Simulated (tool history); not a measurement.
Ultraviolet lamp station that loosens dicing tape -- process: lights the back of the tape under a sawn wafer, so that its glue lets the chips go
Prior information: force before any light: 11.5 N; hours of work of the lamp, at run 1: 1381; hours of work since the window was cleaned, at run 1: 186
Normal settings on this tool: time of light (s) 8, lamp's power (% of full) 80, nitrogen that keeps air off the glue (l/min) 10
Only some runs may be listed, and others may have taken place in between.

run    hour  time of light (s)  lamp's power (% of full)  nitrogen that keeps air off the glue (l/min)  hours of work of the lamp  hours of work since the window was cleaned  force that peels the tape off (N)  light that reached the tape (J/m2)
  1     0.0                  8                        80                                            10                       1381                                         186                              0.986                                3930
  2    78.3                  8                        80                                            10                       1424                                         229                              1.040                                3840
      147.2  -- window cleaned of glue's vapour
  3   147.6                  8                        80                                            10                       1462                                           0                              1.166                                3670
  4   194.7                  8                        80                                            10                       1487                                          26                              1.234                                3590
  5   277.8                  8                        80                                            10                       1533                                          71                              1.226                                3550
  6   361.7                  8                        80                                            18                       1579                                         117                              1.105                                3380
      395.3  -- window cleaned of glue's vapour, once more
  7   412.5                  8                        80                                            18                       1606                                           9                              0.732                                3980
  8   486.6                  8                        97                                            10                       1647                                          50                              0.623                                4800
  9   559.2                  8                        97                                            10                       1686                                          90                              0.683                                4660
 10   598.5                  8                        97                                            10                       1708                                         111                              0.697                                4610
 11   672.2                  8                        97                                            10                       1748                                         151                              0.708                                4470
 12   729.5                  8                        97                                            10                       1779                                         183                              0.746                                4380
 13   779.7                  8                        87                                            10                       1807                                         210                              1.034                                3930
 14   821.6                  8                        80                                            10                       1830                                         233                              1.256                                3540
      881.0  -- window cleaned of glue's vapour
 15   903.8                  8                        80                                            14                       1874                                          12                              0.939                                3780
 16   969.1                  8                        80                                            10                       1910                                          48                              1.091                                3770
      986.7  -- lamp changed
 17  1056.1                  8                        80                                            10                         38                                          95                              0.582                                4960
 18  1141.6                  8                        80                                            10                         85                                         142                              0.608                                4840
 19  1187.4                  8                        80                                            10                        110                                         167                              0.630                                4790
 20  1241.7                  8                        80                                             4                        139                                         196                              1.045                                4720
 21  1283.8                  8                        80                                             4                        162                                         219                              1.041                                4670
 22  1341.6                 15                        80                                             5                        194                                         251                              0.238                                8690
     1370.1  -- window cleaned of glue's vapour
 23  1402.7                  7                        77                                            10                        227                                          18                              0.879                                4220
 24  1448.1                 12                        83                                             3                        252                                          43                              0.387                                7690
 25  1529.7                  9                        87                                             3                        296                                          87                              0.755                                5910
 26  1589.2                  6                        89                                             3                        329                                         120                              1.674                                3940
 27  1658.8                  5                        77                                             3                        367                                         158                              2.898                                2810
 28  1720.4                  5                        77                                             3                        400                                         191                              2.969                                2770
 29  1789.4                  5                        77                                             3                        438                                         229                              2.988                                2620
     1863.1  -- window cleaned of glue's vapour
 30  1877.6                  5                        77                                             3                        486                                           8                              2.829                                2910
 31  1934.0                  9                        91                                             4                        517                                          39                              0.582                                6100
 32  1987.2                  9                        91                                             4                        546                                          68                              0.617                                6080
 33  2075.0                  8                        88                                             3                        594                                         116                              1.031                                5100
 34  2118.9                  8                        88                                             3                        618                                         140                              1.082                                4970
 35  2177.6                 13                        90                                            10                        650                                         172                              0.208                                8120
 36  2241.4                 13                        90                                            10                        685                                         207                              0.201                                7960
 37  2295.8                  6                        82                                            10                        714                                         236                              1.416                                3290
     2353.1  -- window cleaned of glue's vapour
 38  2377.9                  6                        82                                            10                        759                                          14                              1.186                                3560
 39  2452.6                 12                        99                                            14                        800                                          54                              0.186                                8440
 40  2530.2                 12                        99                                            14                        842                                          97                              0.199                                8260
 41  2612.6                  6                        80                                            10                        887                                         142                              1.448                                3240
 42  2691.7                 10                        85                                             6                        930                                         185                              0.534                                5720

What if the next run were any one of these 3? Each begins from the tool's condition after run 42:
  A  2741.0                 14                        70                                             6                        957                                         212                                  ?                                   ?
  B  2741.0                  8                        80                                            13                        957                                         212                                  ?                                   ?
  C  2741.0                  5                        80                                             3                        957                                         212                                  ?                                   ?

run  force that peels the tape off (N)  light that reached the tape (J/m2)
  A                              0.413                                6430
  B                              0.777                                4220
  C                              3.208                                2660
What these runs would have given with no unlogged condition in the tool:
run  force that peels the tape off (N)  light that reached the tape (J/m2)
  A                              0.261                                7970
  B                              0.463                                5240
  C                              2.382                                3290

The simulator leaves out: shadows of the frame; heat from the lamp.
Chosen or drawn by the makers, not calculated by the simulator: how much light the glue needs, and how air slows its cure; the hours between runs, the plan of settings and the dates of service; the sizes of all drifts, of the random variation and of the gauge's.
